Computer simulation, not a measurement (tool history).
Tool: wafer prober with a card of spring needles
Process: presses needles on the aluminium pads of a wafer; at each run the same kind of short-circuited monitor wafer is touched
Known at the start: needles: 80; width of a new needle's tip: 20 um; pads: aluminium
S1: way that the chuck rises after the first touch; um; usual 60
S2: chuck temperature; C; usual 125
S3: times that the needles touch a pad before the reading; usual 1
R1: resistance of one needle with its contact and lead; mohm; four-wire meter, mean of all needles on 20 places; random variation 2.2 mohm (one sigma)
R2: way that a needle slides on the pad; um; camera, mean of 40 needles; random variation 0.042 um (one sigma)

run 1 hour=0.0 | S1=60 S2=125 S3=1 | R1=252 R2=14.52
run 2 hour=7.7 | S1=60 S2=125 S3=1 | R1=246 R2=14.50
run 3 hour=16.8 | S1=60 S2=125 S3=1 | R1=245 R2=14.47
-- hour=20.2 tips cleaned on abrasive film
run 4 hour=22.8 | S1=60 S2=125 S3=1 | R1=248 R2=14.48
run 5 hour=34.7 | S1=60 S2=125 S3=1 | R1=249 R2=14.53
run 6 hour=43.1 | S1=60 S2=125 S3=1 | R1=249 R2=14.52
-- hour=44.6 tips cleaned on abrasive film
run 7 hour=54.6 | S1=60 S2=125 S3=3 | R1=246 R2=14.45
run 8 hour=62.4 | S1=60 S2=103 S3=3 | R1=242 R2=14.55
run 9 hour=68.2 | S1=60 S2=54 S3=1 | R1=227 R2=14.56
-- hour=69.0 tips cleaned on abrasive film
run 10 hour=79.4 | S1=60 S2=54 S3=1 | R1=235 R2=14.53
run 11 hour=86.1 | S1=54 S2=125 S3=1 | R1=252 R2=13.14
run 12 hour=91.0 | S1=60 S2=48 S3=1 | R1=224 R2=14.50
-- hour=93.6 tips cleaned on abrasive film
run 13 hour=102.0 | S1=60 S2=48 S3=1 | R1=227 R2=14.57
run 14 hour=110.9 | S1=60 S2=125 S3=1 | R1=246 R2=14.54
run 15 hour=117.6 | S1=60 S2=125 S3=1 | R1=246 R2=14.61
-- hour=118.3 tips cleaned on abrasive film
run 16 hour=124.4 | S1=60 S2=125 S3=1 | R1=249 R2=14.55
run 17 hour=133.9 | S1=60 S2=125 S3=1 | R1=245 R2=14.58
-- hour=142.9 tips cleaned on abrasive film
run 18 hour=142.9 | S1=48 S2=125 S3=1 | R1=254 R2=11.66
run 19 hour=151.4 | S1=60 S2=125 S3=1 | R1=249 R2=14.59
run 20 hour=156.3 | S1=78 S2=48 S3=1 | R1=223 R2=18.88
run 21 hour=161.7 | S1=50 S2=55 S3=2 | R1=235 R2=12.16
-- hour=167.9 tips cleaned on abrasive film
run 22 hour=173.6 | S1=50 S2=123 S3=1 | R1=252 R2=12.21
run 23 hour=179.9 | S1=50 S2=123 S3=1 | R1=260 R2=12.17
run 24 hour=190.5 | S1=47 S2=29 S3=1 | R1=228 R2=11.54
-- hour=192.2 tips cleaned on abrasive film
run 25 hour=195.7 | S1=64 S2=61 S3=1 | R1=228 R2=15.73
run 26 hour=203.1 | S1=64 S2=61 S3=1 | R1=230 R2=15.62
run 27 hour=213.6 | S1=40 S2=48 S3=2 | R1=237 R2=9.75
-- hour=216.9 tips cleaned on abrasive film
run 28 hour=221.2 | S1=47 S2=48 S3=1 | R1=231 R2=11.46
run 29 hour=227.0 | S1=44 S2=26 S3=1 | R1=229 R2=10.74
run 30 hour=233.4 | S1=60 S2=76 S3=2 | R1=232 R2=14.68
-- hour=235.0 gauge calibrated
-- hour=241.3 tips cleaned on abrasive film
run 31 hour=242.9 | S1=60 S2=76 S3=2 | R1=236 R2=14.49
run 32 hour=252.4 | S1=52 S2=76 S3=2 | R1=236 R2=12.57
run 33 hour=261.6 | S1=52 S2=76 S3=2 | R1=240 R2=12.60
-- hour=266.2 tips cleaned on abrasive film
run 34 hour=272.2 | S1=47 S2=76 S3=2 | R1=238 R2=11.37
run 35 hour=281.8 | S1=71 S2=76 S3=2 | R1=230 R2=17.08

Measured less the same run without the tool's hidden state. The same run-to-run variation is in both; the gauge's scatter may not be:
The hidden state here: debris on the tips, nm; way that the needles fall short of the set height, um; tips' diameter, um; drift of the gauge itself on contact_mohm, %; drift of the gauge itself on scrub_um, %.
run=1 R2=+0.00
run=2 R2=+0.00
run=3 R2=+0.01
run=4 R2=+0.01
run=5 R2=+0.03
run=6 R2=+0.04
run=7 R2=+0.05
run=8 R2=+0.05
run=9 R2=+0.06
run=10 R2=+0.07
run=11 R2=+0.07
run=12 R2=+0.08
run=13 R2=+0.09
run=14 R2=+0.10
run=15 R2=+0.10
run=16 R2=+0.11
run=17 R2=+0.12
run=18 R2=+0.10
run=19 R2=+0.13
run=20 R2=+0.17
run=21 R2=+0.12
run=22 R2=+0.13
run=23 R2=+0.13
run=24 R2=+0.13
run=25 R2=+0.19
run=26 R2=+0.19
run=27 R2=+0.12
run=28 R2=+0.16
run=29 R2=+0.14
run=30 R2=+0.21
run=31 R2=+0.00
run=32 R2=+0.01
run=33 R2=+0.01
run=34 R2=+0.02
run=35 R2=+0.04
R1: within 2 mohm of the measured result in every run.
